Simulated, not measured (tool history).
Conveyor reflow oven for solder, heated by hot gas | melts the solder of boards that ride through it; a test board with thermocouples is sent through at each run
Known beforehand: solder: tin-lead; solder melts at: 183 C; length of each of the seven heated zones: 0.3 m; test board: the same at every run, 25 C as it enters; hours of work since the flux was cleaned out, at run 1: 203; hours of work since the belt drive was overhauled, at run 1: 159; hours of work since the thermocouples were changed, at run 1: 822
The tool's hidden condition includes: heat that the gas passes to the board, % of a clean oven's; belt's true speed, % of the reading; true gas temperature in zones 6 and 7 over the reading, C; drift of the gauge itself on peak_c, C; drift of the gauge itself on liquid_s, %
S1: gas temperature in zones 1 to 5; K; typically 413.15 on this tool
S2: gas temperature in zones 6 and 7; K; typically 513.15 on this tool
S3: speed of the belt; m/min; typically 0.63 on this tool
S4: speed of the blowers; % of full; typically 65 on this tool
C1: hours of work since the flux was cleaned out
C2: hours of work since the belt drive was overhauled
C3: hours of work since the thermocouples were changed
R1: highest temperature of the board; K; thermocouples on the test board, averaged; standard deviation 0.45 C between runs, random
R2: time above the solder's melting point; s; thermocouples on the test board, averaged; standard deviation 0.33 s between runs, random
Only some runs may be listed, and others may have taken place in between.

Run 1, hour 0: usual settings; C1 203; C2 159; C3 822. Result: R1 487.95 K, R2 41.5 s.
Run 2, hour 5: usual settings but S3 0.752 m/min; C1 207; C2 163; C3 826. Result: R1 481.05 K, R2 29.7 s.
Run 3, hour 12.5: usual settings but S3 0.752 m/min; C1 212; C2 168; C3 831. Result: R1 481.25 K, R2 28.9 s.
Run 4, hour 22.4: usual settings but S3 0.752 m/min; C1 219; C2 175; C3 838. Result: R1 480.95 K, R2 28.4 s.
Run 5, hour 33.1: usual settings but S1 402.15 K; C1 227; C2 182; C3 845. Result: R1 485.95 K, R2 37.2 s.
Run 6, hour 44.3: usual settings but S1 402.15 K; C1 234; C2 190; C3 853. Result: R1 485.75 K, R2 36.5 s.
Run 7, hour 54.9: usual settings but S1 402.15 K; C1 242; C2 198; C3 861. Result: R1 485.95 K, R2 36.5 s.
Run 8, hour 63.8: usual settings but S1 402.15 K, S2 524.15 K; C1 248; C2 204; C3 867. Result: R1 494.85 K, R2 42.1 s.
Run 9, hour 74.3: usual settings but S1 402.15 K, S2 524.15 K; C1 255; C2 211; C3 874. Result: R1 495.25 K, R2 42.5 s.
At hour 81.6: thermocouples of zones 6 and 7 changed.
Run 10, hour 84.2: usual settings but S1 402.15 K, S2 524.15 K; C1 261; C2 217; C3 2. Result: R1 495.15 K, R2 42.6 s.
Run 11, hour 91.6: usual settings but S1 402.15 K, S2 524.15 K; C1 266; C2 222; C3 7. Result: R1 495.35 K, R2 42.2 s.
Run 12, hour 102.5: usual settings but S1 402.15 K, S2 524.15 K; C1 273; C2 229; C3 15. Result: R1 495.85 K, R2 42 s.
Run 13, hour 113.1: usual settings but S1 402.15 K, S2 524.15 K; C1 281; C2 237; C3 22. Result: R1 495.25 K, R2 42.4 s.
Run 14, hour 121.6: usual settings but S1 402.15 K, S2 520.15 K; C1 287; C2 243; C3 28. Result: R1 492.05 K, R2 40.6 s.
Run 15, hour 128.5: usual settings but S1 402.15 K, S2 520.15 K; C1 292; C2 247; C3 33. Result: R1 491.85 K, R2 40.1 s.
Run 16, hour 135: usual settings but S1 419.15 K, S2 502.15 K; C1 296; C2 252; C3 37. Result: R1 481.85 K, R2 38.1 s.
Run 17, hour 145.8: usual settings but S4 51 % of full; C1 304; C2 260; C3 45. Result: R1 484.65 K, R2 37.3 s.
Run 18, hour 156.8: usual settings but S4 51 % of full; C1 311; C2 267; C3 52. Result: R1 484.85 K, R2 37.9 s.
Run 19, hour 168.2: usual settings but S2 526.15 K, S4 84 % of full; C1 319; C2 275; C3 60. Result: R1 504.15 K, R2 50.2 s.
Run 20, hour 178.6: usual settings but S2 526.15 K, S4 84 % of full; C1 326; C2 282; C3 68. Result: R1 504.35 K, R2 49.2 s.
Run 21, hour 190: usual settings but S1 403.15 K, S2 502.15 K, S3 0.745 m/min, S4 84 % of full; C1 334; C2 290; C3 76. Result: R1 476.05 K, R2 24.1 s.
Run 22, hour 198.5: usual settings but S1 403.15 K, S2 502.15 K, S3 0.745 m/min, S4 84 % of full; C1 340; C2 296; C3 82. Result: R1 475.35 K, R2 24 s.
Run 23, hour 209.7: usual settings but S1 403.15 K, S2 502.15 K, S3 0.745 m/min, S4 84 % of full; C1 348; C2 304; C3 89. Result: R1 475.45 K, R2 23.9 s.
Run 24, hour 216.5: usual settings but S1 415.15 K, S2 520.15 K, S3 0.745 m/min, S4 84 % of full; C1 353; C2 309; C3 94. Result: R1 492.55 K, R2 37.1 s.
Run 25, hour 223: usual settings but S2 505.15 K, S3 0.511 m/min, S4 83 % of full; C1 357; C2 313; C3 99. Result: R1 492.25 K, R2 55.6 s.
Run 26, hour 234.7: usual settings but S2 505.15 K; C1 366; C2 321; C3 107. Result: R1 481.75 K, R2 37.3 s.
At hour 249.1: flux residue cleaned out of gas plates and filters.
Run 27, hour 250.4: usual settings but S2 505.15 K; C1 1; C2 329; C3 114. Result: R1 482.65 K, R2 37.3 s.
Run 28, hour 260.6: usual settings but S2 505.15 K; C1 8; C2 336; C3 121. Result: R1 481.55 K, R2 37.8 s.
Run 29, hour 267.1: usual settings but S2 505.15 K; C1 13; C2 341; C3 126. Result: R1 482.25 K, R2 37.4 s.
Run 30, hour 273.7: usual settings but S3 0.504 m/min; C1 17; C2 345; C3 130. Result: R1 496.95 K, R2 58.9 s.

For each entry between runs, how does the tool's hidden state at the last listed run before it compare with that at the first listed run after it?
Logged between run 9 and run 10: thermocouples of zones 6 and 7 changed (hour 81.6)
  true gas temperature in zones 6 and 7 over the reading, C: -0.13 -> 0.02
Logged between run 26 and run 27: flux residue cleaned out of gas plates and filters (hour 249.1)
  heat that the gas passes to the board, % of a clean oven's: 99.6 -> 100
